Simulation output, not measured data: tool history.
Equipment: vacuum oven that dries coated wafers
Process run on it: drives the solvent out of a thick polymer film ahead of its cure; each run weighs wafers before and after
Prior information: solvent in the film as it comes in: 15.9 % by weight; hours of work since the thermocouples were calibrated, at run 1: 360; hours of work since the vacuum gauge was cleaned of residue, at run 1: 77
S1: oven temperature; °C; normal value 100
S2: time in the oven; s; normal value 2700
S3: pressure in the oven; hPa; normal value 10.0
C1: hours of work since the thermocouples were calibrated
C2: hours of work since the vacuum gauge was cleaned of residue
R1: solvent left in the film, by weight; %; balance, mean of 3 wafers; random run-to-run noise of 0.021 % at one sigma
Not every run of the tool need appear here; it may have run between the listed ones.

run,hour,S1,S2,S3,C1,C2,R1
1,0.0,100,2700,10.0,360,77,1.94
2,46.2,100,2700,10.0,393,110,1.95
3,138.2,100,2700,10.0,460,177,1.94
4,196.0,100,2700,10.0,503,220,1.95
5,244.6,100,2700,10.0,538,255,1.89
6,337.3,100,3480,10.0,606,323,1.21
7,426.5,95,2700,10.0,671,388,3.23
8,514.4,109,2700,10.0,735,452,0.60
9,617.0,100,2700,13.6,810,527,1.99
10,677.3,100,2700,13.6,854,571,1.97
11,747.9,100,2700,13.6,905,622,1.95
12,798.1,100,2700,13.6,942,659,1.91
13,868.7,100,2700,13.6,993,710,1.96
14,965.6,100,2700,6.5,1064,781,1.69
# hour 977.5: oven's thermocouples calibrated
15,1067.2,104,2700,10.0,65,854,1.01
16,1122.2,104,2700,10.0,106,894,1.05
17,1222.4,100,2700,9.1,179,967,1.66
# hour 1297.1: oven's thermocouples calibrated, once more
18,1304.4,100,2700,10.0,5,1025,2.04
19,1350.9,100,2700,13.2,39,1059,2.16
20,1401.2,100,2700,26.6,76,1096,2.64
21,1495.6,100,2700,26.6,145,1165,2.63
22,1587.8,100,3000,36.7,212,1232,2.70
23,1631.9,89,1620,10.9,244,1264,7.57
24,1724.9,89,2100,10.0,312,1332,6.45
25,1780.2,108,3600,29.5,352,1372,1.12
26,1867.1,110,3960,22.8,416,1436,0.77
27,1937.1,88,3960,22.8,467,1487,4.48
28,2000.5,88,3960,22.8,513,1533,4.51
29,2085.4,88,2100,5.3,575,1595,6.46
30,2154.4,105,1800,14.6,625,1645,2.22
31,2217.3,103,1800,14.6,671,1691,2.68
32,2282.0,110,2400,12.2,719,1738,0.77
33,2337.7,110,2400,12.2,759,1779,0.73
34,2382.8,110,2400,12.2,792,1812,0.73
35,2443.0,86,3060,7.6,836,1856,5.48
36,2488.7,100,1500,16.8,869,1889,4.30
37,2562.2,100,1500,16.8,923,1943,4.28
38,2607.5,103,1500,16.2,956,1976,3.36
39,2687.1,103,1500,16.2,1014,2034,3.36
40,2734.0,98,2040,39.0,1048,2068,4.36

What differs in the tool's unlogged condition from the final listed run ahead of each entry between runs to the first listed run following it?
From run 14 to run 15: oven's thermocouples calibrated (hour 977.5)
  true wafer temperature over the reading, C: 0.91 -> 1.37; true pressure over the reading, kPa: 0.217 -> 0.236
  measured less the result without the state, R1: -0.12 -> -0.12 %
From run 17 to run 18: oven's thermocouples calibrated, once more (hour 1297.1)
  true wafer temperature over the reading, C: 1.53 -> -0.06; true pressure over the reading, kPa: 0.268 -> 0.284
  measured less the result without the state, R1: -0.23 -> +0.12 %
